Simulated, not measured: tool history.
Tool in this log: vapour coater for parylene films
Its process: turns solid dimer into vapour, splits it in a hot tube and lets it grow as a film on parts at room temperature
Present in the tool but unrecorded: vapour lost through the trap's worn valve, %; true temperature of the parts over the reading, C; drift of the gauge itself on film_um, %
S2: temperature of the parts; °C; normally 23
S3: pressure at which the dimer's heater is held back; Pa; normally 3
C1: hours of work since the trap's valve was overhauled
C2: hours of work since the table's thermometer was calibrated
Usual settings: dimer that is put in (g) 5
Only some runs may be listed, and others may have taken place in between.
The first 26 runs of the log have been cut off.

-- day=56.888 trap's valve overhauled
run 27 day=58.179 | dimer_that_is_put_in_(g)=5 S2=26 S3=2.49 | C1=27 C2=183 | thickness_of_the_film_(um)=1.577
run 28 day=59.979 | dimer_that_is_put_in_(g)=3 S2=23 S3=3 | C1=64 C2=221 | thickness_of_the_film_(um)=0.998
run 29 day=61.446 | dimer_that_is_put_in_(g)=3 S2=23 S3=3 | C1=95 C2=251 | thickness_of_the_film_(um)=0.996
run 30 day=63.775 | dimer_that_is_put_in_(g)=3 S2=27 S3=3 | C1=144 C2=300 | thickness_of_the_film_(um)=0.876
run 31 day=66.692 | dimer_that_is_put_in_(g)=3 S2=17 S3=10.39 | C1=204 C2=361 | thickness_of_the_film_(um)=0.91
run 32 day=68.962 | dimer_that_is_put_in_(g)=5 S2=26 S3=4.74 | C1=252 C2=408 | thickness_of_the_film_(um)=1.358
run 33 day=70.575 | dimer_that_is_put_in_(g)=5 S2=26 S3=4.74 | C1=285 C2=442 | thickness_of_the_film_(um)=1.369
-- day=71.05 trap's valve overhauled
run 34 day=72.3 | dimer_that_is_put_in_(g)=5 S2=26 S3=4.74 | C1=26 C2=474 | thickness_of_the_film_(um)=1.39
run 35 day=73.596 | dimer_that_is_put_in_(g)=4 S2=32 S3=3 | C1=53 C2=501 | thickness_of_the_film_(um)=1
run 36 day=75.496 | dimer_that_is_put_in_(g)=4 S2=32 S3=3 | C1=93 C2=541 | thickness_of_the_film_(um)=1.016

Predict each of these 4 candidate next runs independently; none follows another, all start after run 36:
run A day=77.529 | dimer_that_is_put_in_(g)=4 S2=15 S3=8.29 | C1=135 C2=583 | thickness_of_the_film_(um)=?
run B day=77.529 | dimer_that_is_put_in_(g)=4 S2=26 S3=3 | C1=135 C2=583 | thickness_of_the_film_(um)=?
run C day=77.529 | dimer_that_is_put_in_(g)=4 S2=16 S3=9.29 | C1=135 C2=583 | thickness_of_the_film_(um)=?
run D day=77.529 | dimer_that_is_put_in_(g)=2 S2=16 S3=2.14 | C1=135 C2=583 | thickness_of_the_film_(um)=?

run=A thickness_of_the_film_(um)=1.369
run=B thickness_of_the_film_(um)=1.214
run=C thickness_of_the_film_(um)=1.297
run=D thickness_of_the_film_(um)=0.884
Without the tool's unlogged condition, the same runs would have read:
run=A thickness_of_the_film_(um)=1.339
run=B thickness_of_the_film_(um)=1.187
run=C thickness_of_the_film_(um)=1.268
run=D thickness_of_the_film_(um)=0.863
